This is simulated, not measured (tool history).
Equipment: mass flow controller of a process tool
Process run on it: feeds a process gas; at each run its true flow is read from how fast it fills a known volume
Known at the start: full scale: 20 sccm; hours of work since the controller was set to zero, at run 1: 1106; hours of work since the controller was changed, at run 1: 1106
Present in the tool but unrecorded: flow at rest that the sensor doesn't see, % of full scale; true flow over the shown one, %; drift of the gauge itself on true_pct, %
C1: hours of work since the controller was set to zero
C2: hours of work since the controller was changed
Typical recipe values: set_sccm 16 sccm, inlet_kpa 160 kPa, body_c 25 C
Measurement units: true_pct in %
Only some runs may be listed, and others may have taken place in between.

run 1 hour=0.0 | set_sccm=16 inlet_kpa=160 body_c=25 | C1=1106 C2=1106 | true_pct=99.29
run 2 hour=209.7 | set_sccm=16 inlet_kpa=160 body_c=25 | C1=1241 C2=1241 | true_pct=99.33
run 3 hour=683.7 | set_sccm=16 inlet_kpa=160 body_c=25 | C1=1546 C2=1546 | true_pct=99.32
run 4 hour=932.9 | set_sccm=16 inlet_kpa=160 body_c=25 | C1=1707 C2=1707 | true_pct=99.23
run 5 hour=1284.4 | set_sccm=20 inlet_kpa=160 body_c=25 | C1=1933 C2=1933 | true_pct=99.47
run 6 hour=1590.4 | set_sccm=20 inlet_kpa=160 body_c=25 | C1=2130 C2=2130 | true_pct=99.54
run 7 hour=1949.0 | set_sccm=20 inlet_kpa=160 body_c=25 | C1=2361 C2=2361 | true_pct=99.52
run 8 hour=2194.6 | set_sccm=20 inlet_kpa=160 body_c=25 | C1=2520 C2=2520 | true_pct=99.47
run 9 hour=2429.3 | set_sccm=20 inlet_kpa=160 body_c=25 | C1=2671 C2=2671 | true_pct=99.39
run 10 hour=2651.3 | set_sccm=20 inlet_kpa=160 body_c=25 | C1=2814 C2=2814 | true_pct=99.47
run 11 hour=3104.7 | set_sccm=20 inlet_kpa=160 body_c=25 | C1=3106 C2=3106 | true_pct=99.39
run 12 hour=3426.7 | set_sccm=4 inlet_kpa=160 body_c=25 | C1=3313 C2=3313 | true_pct=99.76
run 13 hour=3635.4 | set_sccm=2 inlet_kpa=160 body_c=25 | C1=3448 C2=3448 | true_pct=102.28
run 14 hour=3941.3 | set_sccm=16 inlet_kpa=160 body_c=34 | C1=3645 C2=3645 | true_pct=99.20
run 15 hour=4178.6 | set_sccm=16 inlet_kpa=160 body_c=34 | C1=3798 C2=3798 | true_pct=99.16
-- hour=4517.0 controller's zero set anew
run 16 hour=4547.6 | set_sccm=17 inlet_kpa=160 body_c=34 | C1=20 C2=4035 | true_pct=98.71
run 17 hour=4965.6 | set_sccm=17 inlet_kpa=160 body_c=34 | C1=289 C2=4305 | true_pct=98.51
run 18 hour=5378.7 | set_sccm=16 inlet_kpa=162 body_c=25 | C1=555 C2=4571 | true_pct=98.21
run 19 hour=5730.1 | set_sccm=16 inlet_kpa=162 body_c=25 | C1=782 C2=4797 | true_pct=98.12
run 20 hour=6054.3 | set_sccm=16 inlet_kpa=160 body_c=25 | C1=990 C2=5006 | true_pct=98.10
run 21 hour=6324.0 | set_sccm=16 inlet_kpa=160 body_c=25 | C1=1164 C2=5180 | true_pct=98.07
run 22 hour=6609.9 | set_sccm=16 inlet_kpa=160 body_c=25 | C1=1348 C2=5364 | true_pct=98.11
run 23 hour=6930.4 | set_sccm=16 inlet_kpa=160 body_c=25 | C1=1555 C2=5571 | true_pct=97.92
run 24 hour=7154.1 | set_sccm=16 inlet_kpa=160 body_c=36 | C1=1699 C2=5715 | true_pct=98.22
run 25 hour=7519.0 | set_sccm=16 inlet_kpa=160 body_c=36 | C1=1934 C2=5950 | true_pct=98.28
run 26 hour=7789.4 | set_sccm=3 inlet_kpa=160 body_c=32 | C1=2108 C2=6124 | true_pct=98.96
run 27 hour=8290.4 | set_sccm=3 inlet_kpa=160 body_c=32 | C1=2431 C2=6447 | true_pct=98.98
run 28 hour=8738.5 | set_sccm=3 inlet_kpa=196 body_c=37 | C1=2720 C2=6735 | true_pct=99.60
run 29 hour=9120.9 | set_sccm=6 inlet_kpa=226 body_c=37 | C1=2966 C2=6982 | true_pct=98.76
run 30 hour=9520.7 | set_sccm=5 inlet_kpa=192 body_c=26 | C1=3224 C2=7239 | true_pct=98.44
run 31 hour=9944.6 | set_sccm=4 inlet_kpa=239 body_c=39 | C1=3497 C2=7512 | true_pct=99.85
run 32 hour=10367.1 | set_sccm=9 inlet_kpa=214 body_c=25 | C1=3769 C2=7785 | true_pct=98.02
run 33 hour=10692.1 | set_sccm=9 inlet_kpa=214 body_c=25 | C1=3978 C2=7994 | true_pct=97.88
-- hour=10756.9 controller's zero set anew
run 34 hour=11137.7 | set_sccm=11 inlet_kpa=242 body_c=25 | C1=245 C2=8281 | true_pct=96.97
run 35 hour=11618.6 | set_sccm=11 inlet_kpa=181 body_c=27 | C1=555 C2=8591 | true_pct=96.56
run 36 hour=11924.2 | set_sccm=4 inlet_kpa=260 body_c=37 | C1=752 C2=8788 | true_pct=97.16
run 37 hour=12221.6 | set_sccm=2 inlet_kpa=260 body_c=39 | C1=944 C2=8979 | true_pct=97.80
run 38 hour=12677.8 | set_sccm=16 inlet_kpa=190 body_c=30 | C1=1238 C2=9273 | true_pct=97.15
run 39 hour=13158.4 | set_sccm=2 inlet_kpa=221 body_c=25 | C1=1547 C2=9583 | true_pct=97.80
run 40 hour=13373.8 | set_sccm=13 inlet_kpa=221 body_c=25 | C1=1686 C2=9722 | true_pct=96.94
run 41 hour=13616.1 | set_sccm=5 inlet_kpa=180 body_c=25 | C1=1842 C2=9878 | true_pct=96.65
run 42 hour=14110.6 | set_sccm=5 inlet_kpa=180 body_c=25 | C1=2161 C2=10196 | true_pct=96.55
run 43 hour=14324.1 | set_sccm=5 inlet_kpa=242 body_c=37 | C1=2298 C2=10334 | true_pct=97.44
run 44 hour=14722.5 | set_sccm=11 inlet_kpa=141 body_c=27 | C1=2555 C2=10590 | true_pct=96.03
run 45 hour=15072.5 | set_sccm=11 inlet_kpa=141 body_c=27 | C1=2780 C2=10816 | true_pct=96.15
run 46 hour=15478.2 | set_sccm=11 inlet_kpa=141 body_c=27 | C1=3042 C2=11077 | true_pct=96.29
run 47 hour=15737.8 | set_sccm=11 inlet_kpa=184 body_c=20 | C1=3209 C2=11245 | true_pct=96.13

Each row is a separate what-if for the run after 47, all from the same tool condition, not one after another. Results?
run A hour=15947.6 | set_sccm=12 inlet_kpa=146 body_c=20 | C1=3344 C2=11380 | true_pct=?
run B hour=15947.6 | set_sccm=14 inlet_kpa=155 body_c=25 | C1=3344 C2=11380 | true_pct=?
run C hour=15947.6 | set_sccm=7 inlet_kpa=145 body_c=26 | C1=3344 C2=11380 | true_pct=?

run=A true_pct=96.01
run=B true_pct=96.36
run=C true_pct=96.37
Without the tool's hidden state the same runs would have given:
run=A true_pct=98.67
run=B true_pct=99.14
run=C true_pct=98.42

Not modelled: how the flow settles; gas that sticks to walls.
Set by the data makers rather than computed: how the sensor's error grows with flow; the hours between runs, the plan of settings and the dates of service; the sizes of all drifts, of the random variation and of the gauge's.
